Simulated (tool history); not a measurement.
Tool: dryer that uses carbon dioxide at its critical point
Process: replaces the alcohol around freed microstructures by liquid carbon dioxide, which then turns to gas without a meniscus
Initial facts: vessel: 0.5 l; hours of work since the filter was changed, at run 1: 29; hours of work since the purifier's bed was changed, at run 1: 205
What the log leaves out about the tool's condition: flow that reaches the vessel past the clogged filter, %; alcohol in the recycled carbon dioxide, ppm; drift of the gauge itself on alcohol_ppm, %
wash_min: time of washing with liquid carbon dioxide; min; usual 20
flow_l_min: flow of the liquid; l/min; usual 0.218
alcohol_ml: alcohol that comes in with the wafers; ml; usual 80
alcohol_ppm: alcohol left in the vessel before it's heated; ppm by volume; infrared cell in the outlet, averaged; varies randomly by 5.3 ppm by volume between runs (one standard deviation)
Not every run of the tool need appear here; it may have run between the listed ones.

run	hour	wash_min	flow_l_min	alcohol_ml	hours of work since the filter was changed	hours of work since the purifier's bed was changed	alcohol_ppm
1	0.0	20	0.218	80	29	205	204
2	4.9	20	0.218	80	32	208	213
3	11.2	20	0.218	80	37	212	207
4	16.2	20	0.218	80	40	215	214
5	23.3	20	0.165	80	44	220	929
6	33.3	20	0.134	80	51	226	2364
7	41.0	20	0.218	80	56	231	236
8	47.1	14	0.218	80	60	235	1327
9	56.2	14	0.218	80	66	241	1359
10	63.4	32	0.218	80	71	246	80
11	70.7	20	0.218	80	76	251	251
12	76.3	20	0.218	80	79	255	253
13	83.5	20	0.218	80	84	259	249
14	92.8	20	0.218	80	90	265	269
15	100.8	20	0.178	80	95	271	743
16	105.6	14	0.292	49	98	274	263
17	112.2	20	0.363	80	103	278	89
18	121.7	20	0.363	80	109	284	84
19	128.2	20	0.245	80	113	289	182
20	133.8	20	0.245	80	117	292	174
21	141.7	15	0.245	48	122	297	430
22	147.0	20	0.174	27	126	301	379
23	152.0	17	0.337	111	129	304	134
24	157.7	17	0.302	80	133	308	154
25	163.8	16	0.152	80	137	312	4296
26	167.8	16	0.152	80	139	315	4251
27	172.9	16	0.152	80	143	318	4361
28	177.3	13	0.198	54	146	321	2357

How would selected steps in alcohol_ppm from run to run divide? Give the signed amount a tool lacking its hidden state would still show from settings, what came in and random variation, and the signed amount left for the hidden state, including any gauge scatter that is not in both of the compared results.
Run 6 -> 7: flow_l_min 0.134 -> 0.218. alcohol_ppm -2128 ppm by volume: hidden state -272, all else -1856.
Run 24 -> 25: wash_min 17 -> 16, flow_l_min 0.302 -> 0.152. alcohol_ppm +4142 ppm by volume: hidden state +1191, all else +2951.
Run 27 -> 28: wash_min 16 -> 13, flow_l_min 0.152 -> 0.198, alcohol_ml 80 -> 54. alcohol_ppm -2004 ppm by volume: hidden state -562, all else -1442.
